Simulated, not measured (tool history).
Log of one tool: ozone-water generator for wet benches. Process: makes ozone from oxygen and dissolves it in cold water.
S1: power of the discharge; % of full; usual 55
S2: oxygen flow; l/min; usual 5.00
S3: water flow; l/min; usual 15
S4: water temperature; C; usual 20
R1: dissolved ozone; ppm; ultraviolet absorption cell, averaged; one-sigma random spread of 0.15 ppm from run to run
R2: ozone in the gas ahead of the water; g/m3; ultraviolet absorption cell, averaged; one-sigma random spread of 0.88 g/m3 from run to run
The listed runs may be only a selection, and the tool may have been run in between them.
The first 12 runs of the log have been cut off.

run	day	S1	S2	S3	S4	R1	R2
13	15.871	55	5.00	15	20	17.6	141.4
14	17.054	55	5.00	15	20	17.3	140.7
15	17.996	55	2.81	15	20	16.4	182.5
16	19.262	55	5.00	15	20	17.2	140.6
17	20.621	55	5.00	15	27	15.3	140.9
18	22.167	85	6.29	10	15	31.4	156.8
19	23.400	85	6.29	10	15	31.0	157.9
20	24.625	85	6.29	10	15	31.1	157.9
21	26.354	85	6.29	10	15	31.0	157.5
22	27.350	45	5.83	22	20	11.2	119.7
23	28.425	63	2.54	16	20	16.0	202.8
24	29.571	63	6.40	16	20	17.5	133.9
25	30.575	55	5.00	11	20	21.5	141.0
26	32.079	55	2.54	10	16	24.2	189.0
27	33.650	55	5.00	18	20	14.7	140.9
28	35.221	55	5.00	18	20	14.8	140.9
29	36.538	99	4.99	18	15	21.3	188.9
30	37.358	55	5.00	18	20	15.0	138.9
31	38.429	65	5.23	9	16	28.4	149.4
32	39.346	80	3.86	10	15	30.4	191.0
33	40.438	44	5.74	10	15	22.3	116.4
34	42.217	54	3.58	13	25	17.3	162.1

3 ways to go on from here, each from the tool as it stands after run 34. What would each give?
A	43.158	54	3.58	13	25	?	?
B	43.158	70	8.11	24	25	?	?
C	43.158	54	4.93	13	27	?	?

run	R1	R2
A	17.3	159.1
B	11.9	127.1
C	16.7	140.6
What these runs would have given with no unlogged condition in the tool:
run	R1	R2
A	18.9	165.1
B	13.4	132.5
C	18.3	145.9

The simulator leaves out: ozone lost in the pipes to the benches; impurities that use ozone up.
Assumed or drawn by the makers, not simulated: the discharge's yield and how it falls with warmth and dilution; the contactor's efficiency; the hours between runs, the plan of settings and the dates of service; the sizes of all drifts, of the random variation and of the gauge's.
